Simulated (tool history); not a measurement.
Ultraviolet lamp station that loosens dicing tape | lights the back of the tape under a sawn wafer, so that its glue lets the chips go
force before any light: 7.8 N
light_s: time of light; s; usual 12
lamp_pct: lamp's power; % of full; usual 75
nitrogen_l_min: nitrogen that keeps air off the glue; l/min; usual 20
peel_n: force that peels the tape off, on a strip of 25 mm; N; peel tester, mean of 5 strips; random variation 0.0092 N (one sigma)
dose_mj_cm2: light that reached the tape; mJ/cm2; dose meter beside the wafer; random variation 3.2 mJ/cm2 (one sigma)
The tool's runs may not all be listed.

| run | hour | light_s | lamp_pct | nitrogen_l_min | peel_n | dose_mj_cm2 |
|---|---|---|---|---|---|---|
| 1 | 0 | 12 | 75 | 20 | 1.169 | 314 |
| 2 | 57 | 21 | 75 | 20 | 0.359 | 521 |
| 3 | 113.7 | 21 | 75 | 20 | 0.395 | 506 |
|  | 179.3 | lamp changed |
| 4 | 179.3 | 21 | 75 | 20 | 0.154 | 749 |
| 5 | 225.4 | 12 | 75 | 20 | 0.624 | 415 |
|  | 264.2 | window cleaned of glue's vapour |
| 6 | 289.5 | 12 | 75 | 11 | 0.966 | 390 |
| 7 | 317.1 | 12 | 92 | 20 | 0.477 | 470 |
| 8 | 343.5 | 12 | 92 | 20 | 0.475 | 458 |
| 9 | 389.2 | 12 | 92 | 34 | 0.393 | 451 |
| 10 | 422.8 | 12 | 92 | 34 | 0.403 | 440 |
| 11 | 477 | 12 | 75 | 20 | 0.878 | 353 |
| 12 | 541.7 | 18 | 75 | 20 | 0.386 | 506 |
| 13 | 570.8 | 18 | 75 | 20 | 0.412 | 502 |
|  | 612.3 | window cleaned of glue's vapour, once more |
| 14 | 627.7 | 12 | 75 | 9 | 0.887 | 440 |
| 15 | 667.5 | 12 | 75 | 9 | 0.874 | 431 |
| 16 | 728.5 | 7 | 97 | 12 | 1.392 | 313 |
| 17 | 789 | 19 | 63 | 37 | 0.227 | 554 |
| 18 | 831.9 | 6 | 64 | 20 | 2.738 | 171 |
| 19 | 880.8 | 6 | 64 | 20 | 2.814 | 167 |
| 20 | 937.3 | 6 | 64 | 20 | 2.839 | 162 |
| 21 | 976.3 | 10 | 64 | 20 | 1.523 | 261 |
| 22 | 1005.2 | 7 | 82 | 21 | 1.764 | 235 |
| 23 | 1067.3 | 13 | 73 | 32 | 0.653 | 369 |
| 24 | 1121 | 13 | 73 | 32 | 0.689 | 360 |
| 25 | 1174.2 | 13 | 73 | 32 | 0.746 | 352 |
| 26 | 1234.6 | 7 | 84 | 18 | 2.098 | 207 |
| 27 | 1270.8 | 10 | 75 | 20 | 1.516 | 262 |
| 28 | 1304.2 | 12 | 81 | 20 | 0.988 | 333 |
| 29 | 1353.3 | 21 | 83 | 23 | 0.25 | 577 |
| 30 | 1412.5 | 12 | 71 | 23 | 1.372 | 277 |

4 ways to go on from here, each from the tool as it stands after run 30. What would each give?
| A | 1439.7 | 13 | 71 | 8 | ? | ? |
| B | 1439.7 | 13 | 62 | 8 | ? | ? |
| C | 1439.7 | 12 | 75 | 15 | ? | ? |
| D | 1439.7 | 19 | 75 | 20 | ? | ? |

| run | peel_n | dose_mj_cm2 |
|---|---|---|
| A | 1.804 | 292 |
| B | 2.214 | 256 |
| C | 1.479 | 279 |
| D | 0.516 | 452 |
Without the tool's hidden state the same runs would have given:
| run | peel_n | dose_mj_cm2 |
|---|---|---|
| A | 0.622 | 522 |
| B | 0.862 | 457 |
| C | 0.456 | 501 |
| D | 0.134 | 808 |
